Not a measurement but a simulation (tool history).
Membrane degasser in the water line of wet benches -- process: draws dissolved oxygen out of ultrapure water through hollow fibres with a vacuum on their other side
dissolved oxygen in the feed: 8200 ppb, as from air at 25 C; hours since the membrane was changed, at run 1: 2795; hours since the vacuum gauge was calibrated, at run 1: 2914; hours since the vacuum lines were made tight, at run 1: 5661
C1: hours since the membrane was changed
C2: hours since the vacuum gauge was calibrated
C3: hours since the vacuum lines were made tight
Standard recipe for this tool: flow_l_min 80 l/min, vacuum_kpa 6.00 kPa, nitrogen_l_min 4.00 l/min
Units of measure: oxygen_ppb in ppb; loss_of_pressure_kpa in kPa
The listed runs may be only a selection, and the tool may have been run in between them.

Run 1, hour 0.0: usual settings; C1 2795; C2 2914; C3 5661. Result: oxygen_ppb 141.0 ppb, loss_of_pressure_kpa 43.35 kPa.
Run 2, hour 73.8: usual settings; C1 2869; C2 2988; C3 5734. Result: oxygen_ppb 141.0 ppb, loss_of_pressure_kpa 43.35 kPa.
Run 3, hour 159.1: usual settings; C1 2955; C2 3074; C3 5820. Result: oxygen_ppb 142.8 ppb, loss_of_pressure_kpa 43.24 kPa.
Run 4, hour 241.0: usual settings; C1 3036; C2 3155; C3 5902. Result: oxygen_ppb 140.4 ppb, loss_of_pressure_kpa 42.96 kPa.
At hour 285.7: seals of the vacuum lines changed.
Run 5, hour 293.7: usual settings; C1 3087; C2 3206; C3 8. Result: oxygen_ppb 142.4 ppb, loss_of_pressure_kpa 43.15 kPa.
Run 6, hour 354.6: usual settings; C1 3148; C2 3267; C3 69. Result: oxygen_ppb 143.1 ppb, loss_of_pressure_kpa 43.44 kPa.
Run 7, hour 428.2: usual settings but flow_l_min 63 l/min, vacuum_kpa 10.84 kPa, nitrogen_l_min 11.20 l/min; C1 3222; C2 3341; C3 143. Result: oxygen_ppb 109.0 ppb, loss_of_pressure_kpa 33.94 kPa.
Run 8, hour 506.2: usual settings but flow_l_min 127 l/min, nitrogen_l_min 1.71 l/min; C1 3300; C2 3419; C3 221. Result: oxygen_ppb 446.2 ppb, loss_of_pressure_kpa 68.83 kPa.
Run 9, hour 591.0: usual settings but flow_l_min 127 l/min, vacuum_kpa 6.93 kPa, nitrogen_l_min 2.22 l/min; C1 3384; C2 3503; C3 305. Result: oxygen_ppb 476.5 ppb, loss_of_pressure_kpa 68.83 kPa.
Run 10, hour 634.0: usual settings but flow_l_min 51 l/min, vacuum_kpa 3.74 kPa, nitrogen_l_min 7.66 l/min; C1 3427; C2 3546; C3 348. Result: oxygen_ppb 10.7 ppb, loss_of_pressure_kpa 27.52 kPa.
Run 11, hour 680.9: usual settings but flow_l_min 51 l/min, vacuum_kpa 7.13 kPa, nitrogen_l_min 7.66 l/min; C1 3474; C2 3593; C3 395. Result: oxygen_ppb 64.5 ppb, loss_of_pressure_kpa 27.44 kPa.
At hour 697.8: vacuum gauge calibrated.
Run 12, hour 743.6: usual settings but flow_l_min 51 l/min, vacuum_kpa 7.13 kPa, nitrogen_l_min 7.66 l/min; C1 3536; C2 46; C3 457. Result: oxygen_ppb 65.1 ppb, loss_of_pressure_kpa 27.40 kPa.

How the hidden state differs across the entries between the runs, from the last listed run before each to the first after it:
Run 4 -> run 5: seals of the vacuum lines changed (hour 285.7)
  air that leaks in behind the membrane, l/min: 0.0022 -> 0.002
Run 11 -> run 12: vacuum gauge calibrated (hour 697.8)
  nothing in the hidden state changes from one run to the other
